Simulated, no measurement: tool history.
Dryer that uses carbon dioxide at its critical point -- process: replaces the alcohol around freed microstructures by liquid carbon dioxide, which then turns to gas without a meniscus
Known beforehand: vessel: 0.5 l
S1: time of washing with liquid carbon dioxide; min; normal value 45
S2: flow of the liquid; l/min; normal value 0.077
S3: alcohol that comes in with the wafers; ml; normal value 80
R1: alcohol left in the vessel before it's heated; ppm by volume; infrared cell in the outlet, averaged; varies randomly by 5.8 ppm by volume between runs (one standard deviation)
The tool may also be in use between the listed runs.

run     day  S1      S2   S3    R1
  1       0  45   0.077   80   398
  2   0.367  45   0.077   80   404
  3   0.546  45   0.077   95   485
  4   0.788  45   0.077   95   488
  5   1.183  45   0.077   95   495
  6   1.417  45   0.077   28   177
  7   1.779  45   0.077   28   183
  8   2.133  45   0.077   80   422
  9   2.375  45   0.077   80   408
 10   2.762  45   0.077   80   423
 11   3.121  45   0.077   80   440
 12   3.342  45   0.077   80   438
 13   3.579  45   0.077   80   445
 14   3.817  45   0.077   90   490
 15   4.092  45   0.077   80   430
 16   4.275  45  0.0827   80   296
 17    4.65  45  0.0827   80   306
 18   4.862  45   0.077   80   452
 19   5.067  45   0.077   39   243
 20   5.383  45   0.077   39   148
 21   5.579  45   0.077   39   158
 22   5.979  45  0.0598   39   480
 23   6.192  45  0.0598   39   479
 24   6.512  45  0.0598   39   502
 25   6.883  52  0.0625   26   157
 26   7.233  33  0.0625   33  1265
 27   7.546  33  0.0625   33  1295
 28   7.733  45  0.0591   36   499
 29     8.1  45  0.0591   36   495
 30   8.338  45  0.0591   36   501
 31   8.717  47  0.0591   36   415
 32   9.083  35  0.1249   91    99
 33   9.496  35  0.1249   91   109
 34   9.708  35  0.1249   91   109
 35  10.042  35  0.1249   91   111
 36  10.412  35  0.1249   91   120
 37  10.817  45  0.0549   69  1319
 38  11.058  34  0.0512   43  3200
 39  11.462  45   0.077  107   350
 40  11.875  45   0.077  107   357
 41  12.046  45  0.0991  107   117
 42  12.367  45  0.0991  107   125
 43  12.788  45  0.0991  107   129
 44  13.096  45  0.0816   45   160
 45  13.442  48  0.0654   85   530
 46  13.796  37  0.0654  106  2270
 47  14.012  35  0.0625   67  2150
 48  14.229  35  0.0625   67  2201

Withheld: 1 entry from between the runs. Position of each, and hidden state at the listed run before versus the listed run after:
After run 19, before run 20: inlet filter changed (day 5.146)
  flow that reaches the vessel past the clogged filter, %: 89.2 -> 99.8; alcohol in the recycled carbon dioxide, ppm: 59.3 -> 60.2
  measured less the result without the state, R1: +153 -> +57 ppm by volume
